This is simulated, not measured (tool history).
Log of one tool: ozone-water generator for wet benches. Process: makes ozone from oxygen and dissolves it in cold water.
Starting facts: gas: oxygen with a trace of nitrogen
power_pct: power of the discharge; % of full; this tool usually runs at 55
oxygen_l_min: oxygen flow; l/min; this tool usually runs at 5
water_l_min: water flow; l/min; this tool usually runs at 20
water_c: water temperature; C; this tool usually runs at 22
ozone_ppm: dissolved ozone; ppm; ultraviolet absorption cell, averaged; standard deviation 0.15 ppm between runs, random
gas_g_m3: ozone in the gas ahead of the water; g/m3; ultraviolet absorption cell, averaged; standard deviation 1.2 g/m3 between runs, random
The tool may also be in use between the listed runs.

run     day  power_pct  oxygen_l_min  water_l_min  water_c  ozone_ppm  gas_g_m3
  1       0         55             5           20       22       16.2     212.1
  2   4.308         46             5           20       22       14.8     191.7
  3   7.558         46             5           20       22       14.6     192.9
  4  11.738         46             5           12       22       23.2     192.4
  5  16.112         85             5           20       22       20.2     268.5
  6  20.458         55             5           20       22       16.2     210.7
  7    26.3         56             5           16       22         20     209.3
  8  30.771         56             5           16       22         20       213
  9   36.95         65          8.04           18       17       22.1     196.4
 10  41.033         55          7.91           20       22       16.7     178.8
 11  44.517         61          7.91           20       22       17.7     188.4
 12  49.604         55          3.88           20       22       14.6     226.8

Forecast each of these 3 alternatives for the next run:
  A  55.525         55          3.88           26       23          ?         ?
  B  55.525         55             5           20       15          ?         ?
  C  55.525         43          3.88           24       28          ?         ?

run  ozone_ppm  gas_g_m3
  A       10.7     225.4
  B       17.2     207.2
  C        9.6     197.3
With no hidden state in the tool, these same runs would have given:
run  ozone_ppm  gas_g_m3
  A       12.4     248.5
  B       19.8     228.4
  C         11     214.1
